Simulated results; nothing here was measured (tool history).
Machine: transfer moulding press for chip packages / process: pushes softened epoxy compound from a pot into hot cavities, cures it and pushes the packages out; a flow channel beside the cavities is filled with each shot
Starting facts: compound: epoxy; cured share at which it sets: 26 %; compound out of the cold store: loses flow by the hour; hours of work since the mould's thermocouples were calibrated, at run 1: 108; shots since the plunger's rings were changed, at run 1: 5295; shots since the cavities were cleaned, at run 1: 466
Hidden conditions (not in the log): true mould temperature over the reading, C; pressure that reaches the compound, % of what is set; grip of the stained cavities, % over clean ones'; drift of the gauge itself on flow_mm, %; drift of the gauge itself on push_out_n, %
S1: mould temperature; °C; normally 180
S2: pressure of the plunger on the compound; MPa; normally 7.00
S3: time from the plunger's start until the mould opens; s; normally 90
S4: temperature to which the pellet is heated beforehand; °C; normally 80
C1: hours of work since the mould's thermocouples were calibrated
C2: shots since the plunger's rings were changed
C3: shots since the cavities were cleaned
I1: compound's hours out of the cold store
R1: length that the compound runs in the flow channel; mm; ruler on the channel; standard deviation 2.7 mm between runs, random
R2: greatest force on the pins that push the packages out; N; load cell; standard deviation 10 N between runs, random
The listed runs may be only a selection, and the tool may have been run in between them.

| run | day | S1 | S2 | S3 | S4 | C1 | C2 | C3 | I1 | R1 | R2 |
|---|---|---|---|---|---|---|---|---|---|---|---|
| 1 | 0.000 | 180 | 7.00 | 90 | 80 | 108 | 5295 | 466 | 10.2 | 800 | 740 |
|  | 0.175 | cavities cleaned with cleaning compound and waxed |
|  | 2.012 | cavities cleaned with cleaning compound and waxed |
| 2 | 2.425 | 180 | 7.00 | 90 | 80 | 149 | 6037 | 133 | 13.7 | 787 | 550 |
|  | 2.775 | plunger's sealing rings changed |
|  | 3.762 | cavities cleaned with cleaning compound and waxed |
| 3 | 4.712 | 180 | 7.00 | 90 | 80 | 187 | 605 | 307 | 39.4 | 760 | 606 |
|  | 5.375 | cavities cleaned with cleaning compound and waxed |
| 4 | 6.350 | 180 | 7.00 | 90 | 80 | 215 | 1112 | 314 | 45.3 | 741 | 587 |
|  | 7.108 | cavities cleaned with cleaning compound and waxed |
|  | 8.738 | cavities cleaned with cleaning compound and waxed |
| 5 | 8.738 | 180 | 7.00 | 90 | 80 | 256 | 1843 | 0 | 29.0 | 773 | 459 |
| 6 | 10.000 | 180 | 7.00 | 90 | 80 | 278 | 2250 | 407 | 33.7 | 763 | 641 |
|  | 10.446 | cavities cleaned with cleaning compound and waxed |
|  | 12.225 | cavities cleaned with cleaning compound and waxed |
| 7 | 12.758 | 180 | 7.00 | 90 | 80 | 325 | 3099 | 172 | 19.5 | 795 | 564 |
|  | 13.871 | cavities cleaned with cleaning compound and waxed |
| 8 | 15.192 | 180 | 7.00 | 90 | 79 | 367 | 3864 | 426 | 20.9 | 779 | 695 |
|  | 15.500 | cavities cleaned with cleaning compound and waxed |
| 9 | 16.550 | 180 | 7.00 | 90 | 79 | 391 | 4282 | 339 | 17.6 | 787 | 626 |
|  | 17.333 | mould's thermocouples calibrated |
|  | 17.396 | cavities cleaned with cleaning compound and waxed |
| 10 | 18.271 | 180 | 7.00 | 90 | 80 | 16 | 4790 | 282 | 16.3 | 789 | 616 |
|  | 19.167 | cavities cleaned with cleaning compound and waxed |
| 11 | 20.038 | 180 | 7.00 | 90 | 80 | 46 | 5339 | 280 | 47.5 | 719 | 641 |
|  | 20.912 | cavities cleaned with cleaning compound and waxed |
| 12 | 21.692 | 180 | 7.00 | 90 | 80 | 74 | 5853 | 252 | 10.4 | 802 | 576 |
|  | 22.558 | plunger's sealing rings changed |
|  | 22.621 | cavities cleaned with cleaning compound and waxed |
| 13 | 23.779 | 180 | 7.00 | 72 | 80 | 109 | 375 | 375 | 31.6 | 774 | 912 |
|  | 24.221 | cavities cleaned with cleaning compound and waxed |
| 14 | 25.488 | 180 | 7.00 | 72 | 80 | 138 | 906 | 409 | 34.7 | 764 | 969 |
|  | 25.896 | cavities cleaned with cleaning compound and waxed |
|  | 27.546 | cavities cleaned with cleaning compound and waxed |
| 15 | 27.712 | 174 | 7.00 | 109 | 70 | 176 | 1583 | 54 | 23.3 | 811 | 490 |
|  | 29.212 | cavities cleaned with cleaning compound and waxed |
| 16 | 29.650 | 174 | 7.00 | 109 | 70 | 209 | 2187 | 141 | 47.4 | 746 | 514 |

Run 17 comes next. What will it give?
|  | 30.862 | cavities cleaned with cleaning compound and waxed |
| 17 | 31.954 | 180 | 6.66 | 99 | 70 | 249 | 2910 | 352 | 12.2 | ? | ? |

Run 17 yielded R1 789 mm, R2 587 N.
Were there no unlogged condition in the tool, this run, its random variation unchanged, would have produced R1 807 mm, R2 424 N.
